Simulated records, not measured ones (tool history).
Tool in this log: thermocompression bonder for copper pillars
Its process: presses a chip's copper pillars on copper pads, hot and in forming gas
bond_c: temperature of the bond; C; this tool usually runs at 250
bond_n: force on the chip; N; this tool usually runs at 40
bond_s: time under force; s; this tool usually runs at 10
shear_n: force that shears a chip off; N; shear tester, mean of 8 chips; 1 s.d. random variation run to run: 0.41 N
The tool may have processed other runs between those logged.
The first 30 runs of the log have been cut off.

run,hour,bond_c,bond_n,bond_s,hours of work since the heater was calibrated,hours of work since the force cell was calibrated,hours of work since the gas filter was changed,shear_n
31,197.0,235,29,25,704,169,354,50.5
32,205.7,224,44,7,708,174,359,33.9
33,214.6,224,40,5,714,179,364,27.3
34,220.0,259,40,10,717,182,367,63.5
35,227.1,259,40,10,721,186,371,64.0
36,234.2,227,49,16,725,190,375,50.9
37,240.7,239,39,10,728,193,379,47.3
38,247.3,239,49,27,732,197,383,71.7
39,256.7,250,38,10,737,203,388,54.9
40,263.6,228,28,16,741,207,392,37.4
41,272.2,250,40,14,746,211,397,62.1

Predict each of these 3 candidate next runs independently; none follows another, all start after run 41:
A,281.0,241,42,27,751,216,402,?
B,281.0,250,40,23,751,216,402,?
C,281.0,250,41,11,751,216,402,?

run,shear_n
A,68.3
B,71.4
C,59.7
Had the tool no hidden state, the same runs would have come out as:
run,shear_n
A,68.5
B,71.6
C,59.9
